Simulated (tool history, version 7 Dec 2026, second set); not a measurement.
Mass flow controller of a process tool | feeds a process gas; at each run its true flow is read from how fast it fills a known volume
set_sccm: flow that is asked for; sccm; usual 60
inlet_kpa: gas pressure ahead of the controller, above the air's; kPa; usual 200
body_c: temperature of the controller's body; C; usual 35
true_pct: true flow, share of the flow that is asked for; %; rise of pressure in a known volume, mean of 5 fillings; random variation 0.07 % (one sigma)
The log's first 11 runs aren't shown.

| run | day | set_sccm | inlet_kpa | body_c | hours of work since the controller was set to zero | hours of work since the controller was changed | true_pct |
|---|---|---|---|---|---|---|---|
| 12 | 36.525 | 60 | 200 | 24 | 2964 | 2964 | 98.96 |
| 13 | 40.662 | 60 | 200 | 24 | 3025 | 3025 | 98.91 |
| 14 | 43.242 | 60 | 200 | 24 | 3063 | 3063 | 98.85 |
| 15 | 46.271 | 60 | 200 | 24 | 3108 | 3108 | 98.97 |
| 16 | 48.533 | 60 | 200 | 24 | 3141 | 3141 | 98.88 |
| 17 | 52.029 | 60 | 200 | 24 | 3193 | 3193 | 99.01 |
| 18 | 54.642 | 60 | 200 | 29 | 3231 | 3231 | 99.25 |
| 19 | 58.121 | 60 | 200 | 35 | 3282 | 3282 | 99.61 |
| 20 | 62.392 | 60 | 200 | 35 | 3345 | 3345 | 99.65 |
| 21 | 66.762 | 147 | 200 | 35 | 3409 | 3409 | 99.99 |
| 22 | 68.592 | 60 | 200 | 35 | 3436 | 3436 | 99.79 |
| 23 | 70.612 | 60 | 200 | 35 | 3466 | 3466 | 99.61 |
| 24 | 72.921 | 181 | 200 | 35 | 3500 | 3500 | 100.14 |
| 25 | 76.388 | 44 | 222 | 24 | 3551 | 3551 | 99.55 |
| 26 | 78.379 | 61 | 200 | 35 | 3580 | 3580 | 99.76 |
| 27 | 82.488 | 29 | 269 | 36 | 3641 | 3641 | 101.18 |
| 28 | 86.688 | 63 | 233 | 35 | 3703 | 3703 | 99.86 |
|  | 86.979 | controller's zero set anew |
| 29 | 89.192 | 63 | 233 | 35 | 33 | 3739 | 100.51 |
| 30 | 92 | 22 | 249 | 32 | 74 | 3780 | 103.73 |
| 31 | 96.183 | 60 | 200 | 28 | 135 | 3842 | 100.01 |
| 32 | 97.988 | 60 | 145 | 22 | 162 | 3869 | 99.35 |
|  | 98.375 | controller's zero set anew, once more |
| 33 | 101.883 | 32 | 162 | 33 | 52 | 3926 | 97.78 |

Forecast run 34:
| 34 | 103.717 | 32 | 162 | 33 | 79 | 3953 | ? |

Run 34 gave true_pct 97.65 %.
Without the tool's hidden state the same run would have given true_pct 98.12 %.
